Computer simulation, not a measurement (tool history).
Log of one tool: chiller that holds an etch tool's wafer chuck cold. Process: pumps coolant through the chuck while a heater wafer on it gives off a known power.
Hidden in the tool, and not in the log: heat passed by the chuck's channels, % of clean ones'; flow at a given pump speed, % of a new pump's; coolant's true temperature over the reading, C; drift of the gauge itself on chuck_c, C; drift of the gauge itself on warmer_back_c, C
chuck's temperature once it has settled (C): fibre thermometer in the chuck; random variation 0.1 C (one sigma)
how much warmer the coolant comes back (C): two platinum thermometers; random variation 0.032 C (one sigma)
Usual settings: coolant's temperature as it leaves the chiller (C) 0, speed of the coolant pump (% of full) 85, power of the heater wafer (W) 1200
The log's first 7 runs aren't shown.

run    hour  coolant's temperature as it leaves the chiller (C)  speed of the coolant pump (% of full)  power of the heater wafer (W)  hours since the coolant was changed and the channels were flushed  hours since the pump was overhauled  hours since the chiller's thermometer was calibrated  chuck's temperature once it has settled (C)  how much warmer the coolant comes back (C)
  8   730.8                                                  -5                                     97                           1200                                                               1096                                 3518                                                  1096                                          2.7                                        3.13
  9   868.3                                                  -5                                     97                           1200                                                               1233                                 3656                                                  1233                                          2.6                                        3.15
 10   953.8                                                   0                                     85                           1200                                                               1319                                 3741                                                  1319                                          8.8                                        3.64
 11  1064.6                                                   0                                     85                           1200                                                               1429                                 3852                                                  1429                                          9.2                                        3.66
 12  1143.1                                                   0                                     85                           1200                                                               1508                                 3931                                                  1508                                          8.9                                        3.68
 13  1235.2                                                   2                                     85                           1200                                                               1600                                 4023                                                  1600                                         11.1                                        3.63
     1249.6  -- coolant pump overhauled
 14  1373.3                                                   2                                     85                           1200                                                               1733                                  124                                                  1733                                         11.5                                        3.96
 15  1489.7                                                   2                                     85                           1200                                                               1850                                  240                                                  1850                                         12.0                                        3.93
 16  1588.8                                                   0                                     88                           1200                                                               1949                                  339                                                  1949                                          9.5                                        3.83
     1630.4  -- coolant pump overhauled, once more
 17  1685.2                                                   2                                     72                           1200                                                               2040                                   55                                                  2040                                         11.9                                        3.90
 18  1748.9                                                  -3                                     70                           1474                                                               2104                                  118                                                  2104                                          9.4                                        5.03
 19  1897.3                                                  -3                                     93                            979                                                               2252                                  267                                                  2252                                          3.3                                        2.45
 20  2017.5                                                   0                                     61                           1624                                                               2372                                  387                                                  2372                                         16.4                                        6.39
 21  2161.6                                                   0                                     61                           1624                                                               2516                                  531                                                  2516                                         16.4                                        6.49
 22  2279.0                                                   0                                     61                           1624                                                               2634                                  649                                                  2634                                         16.3                                        6.48
 23  2393.9                                                   0                                     61                           1624                                                               2749                                  763                                                  2749                                         16.6                                        6.44
 24  2516.9                                                   0                                     61                           1624                                                               2872                                  886                                                  2872                                         16.8                                        6.51
 25  2600.8                                                   0                                     61                           1624                                                               2956                                  970                                                  2956                                         16.9                                        6.50
 26  2729.6                                                   9                                     79                           1522                                                               3084                                 1099                                                  3084                                         21.4                                        4.69
 27  2807.8                                                   9                                     79                           1522                                                               3163                                 1177                                                  3163                                         21.3                                        4.65
 28  2912.9                                                   9                                     79                           1522                                                               3268                                 1282                                                  3268                                         21.6                                        4.60
 29  3046.1                                                   4                                     64                            988                                                               3401                                 1416                                                  3401                                         14.2                                        3.84
     3058.7  -- coolant changed, channels flushed
 30  3188.7                                                  -2                                     85                           1594                                                                130                                 1552                                                  3538                                          8.5                                        4.54
 31  3254.3                                                  -2                                     85                           1594                                                                196                                 1618                                                  3603                                          8.6                                        4.59
 32  3331.8                                                   2                                     85                           1113                                                                273                                 1695                                                  3681                                          9.5                                        3.19

Forecast each of these 3 alternatives for the next run:
  A  3433.3                                                  -7                                     66                           1411                                                                375                                 1797                                                  3782                                            ?                                           ?
  B  3433.3                                                   7                                     94                            782                                                                375                                 1797                                                  3782                                            ?                                           ?
  C  3433.3                                                   1                                     85                           1113                                                                375                                 1797                                                  3782                                            ?                                           ?

run  chuck's temperature once it has settled (C)  how much warmer the coolant comes back (C)
  A                                          5.2                                        5.39
  B                                         11.6                                        2.04
  C                                          8.5                                        3.22
Without the tool's hidden state the same runs would have given:
run  chuck's temperature once it has settled (C)  how much warmer the coolant comes back (C)
  A                                          4.5                                        5.06
  B                                         11.5                                        1.92
  C                                          8.1                                        3.03

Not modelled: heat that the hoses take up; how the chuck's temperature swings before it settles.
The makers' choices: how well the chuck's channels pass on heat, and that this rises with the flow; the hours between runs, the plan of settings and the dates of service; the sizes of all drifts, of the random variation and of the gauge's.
